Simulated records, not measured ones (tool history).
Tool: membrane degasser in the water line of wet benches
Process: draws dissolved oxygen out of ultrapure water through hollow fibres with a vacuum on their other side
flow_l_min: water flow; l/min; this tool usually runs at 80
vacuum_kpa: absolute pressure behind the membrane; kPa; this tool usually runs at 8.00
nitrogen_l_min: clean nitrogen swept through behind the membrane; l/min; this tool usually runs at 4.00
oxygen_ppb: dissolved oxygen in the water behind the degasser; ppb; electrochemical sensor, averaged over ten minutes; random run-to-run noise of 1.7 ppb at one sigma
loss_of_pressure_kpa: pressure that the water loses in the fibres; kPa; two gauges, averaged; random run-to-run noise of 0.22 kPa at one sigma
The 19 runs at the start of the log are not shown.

run 20 day=30.904 | flow_l_min=124 vacuum_kpa=19.63 nitrogen_l_min=9.65 | oxygen_ppb=498.0 loss_of_pressure_kpa=83.54
run 21 day=32.792 | flow_l_min=58 vacuum_kpa=19.63 nitrogen_l_min=9.65 | oxygen_ppb=234.7 loss_of_pressure_kpa=39.59
run 22 day=34.567 | flow_l_min=58 vacuum_kpa=6.34 nitrogen_l_min=9.65 | oxygen_ppb=47.9 loss_of_pressure_kpa=39.32
run 23 day=35.962 | flow_l_min=58 vacuum_kpa=6.34 nitrogen_l_min=9.65 | oxygen_ppb=45.8 loss_of_pressure_kpa=39.26
run 24 day=36.958 | flow_l_min=58 vacuum_kpa=6.34 nitrogen_l_min=9.65 | oxygen_ppb=46.9 loss_of_pressure_kpa=38.94
run 25 day=38.767 | flow_l_min=76 vacuum_kpa=15.08 nitrogen_l_min=9.65 | oxygen_ppb=221.6 loss_of_pressure_kpa=51.45
run 26 day=40.721 | flow_l_min=76 vacuum_kpa=15.08 nitrogen_l_min=9.65 | oxygen_ppb=219.2 loss_of_pressure_kpa=51.17
run 27 day=42.579 | flow_l_min=80 vacuum_kpa=8.00 nitrogen_l_min=3.36 | oxygen_ppb=248.9 loss_of_pressure_kpa=53.74
run 28 day=44.158 | flow_l_min=110 vacuum_kpa=9.34 nitrogen_l_min=2.93 | oxygen_ppb=468.4 loss_of_pressure_kpa=73.97
run 29 day=45.321 | flow_l_min=110 vacuum_kpa=9.34 nitrogen_l_min=2.93 | oxygen_ppb=467.1 loss_of_pressure_kpa=74.25
run 30 day=46.688 | flow_l_min=110 vacuum_kpa=9.34 nitrogen_l_min=2.93 | oxygen_ppb=466.5 loss_of_pressure_kpa=74.06
run 31 day=48.567 | flow_l_min=57 vacuum_kpa=8.00 nitrogen_l_min=8.78 | oxygen_ppb=75.5 loss_of_pressure_kpa=38.57
run 32 day=50.579 | flow_l_min=57 vacuum_kpa=10.64 nitrogen_l_min=8.78 | oxygen_ppb=116.2 loss_of_pressure_kpa=38.35

Here are 4 independent what-if runs from the current tool condition. What would each one return?
run A day=51.450 | flow_l_min=120 vacuum_kpa=5.81 nitrogen_l_min=1.89 | oxygen_ppb=? loss_of_pressure_kpa=?
run B day=51.450 | flow_l_min=80 vacuum_kpa=15.32 nitrogen_l_min=2.55 | oxygen_ppb=? loss_of_pressure_kpa=?
run C day=51.450 | flow_l_min=80 vacuum_kpa=7.61 nitrogen_l_min=4.04 | oxygen_ppb=? loss_of_pressure_kpa=?
run D day=51.450 | flow_l_min=56 vacuum_kpa=8.23 nitrogen_l_min=3.78 | oxygen_ppb=? loss_of_pressure_kpa=?

run=A oxygen_ppb=321.7 loss_of_pressure_kpa=80.45
run=B oxygen_ppb=745.3 loss_of_pressure_kpa=54.04
run=C oxygen_ppb=195.2 loss_of_pressure_kpa=54.04
run=D oxygen_ppb=170.3 loss_of_pressure_kpa=37.78
Without the tool's unlogged condition, the same runs would have read:
run=A oxygen_ppb=311.8 loss_of_pressure_kpa=79.25
run=B oxygen_ppb=740.8 loss_of_pressure_kpa=53.24
run=C oxygen_ppb=191.8 loss_of_pressure_kpa=53.24
run=D oxygen_ppb=167.8 loss_of_pressure_kpa=37.22

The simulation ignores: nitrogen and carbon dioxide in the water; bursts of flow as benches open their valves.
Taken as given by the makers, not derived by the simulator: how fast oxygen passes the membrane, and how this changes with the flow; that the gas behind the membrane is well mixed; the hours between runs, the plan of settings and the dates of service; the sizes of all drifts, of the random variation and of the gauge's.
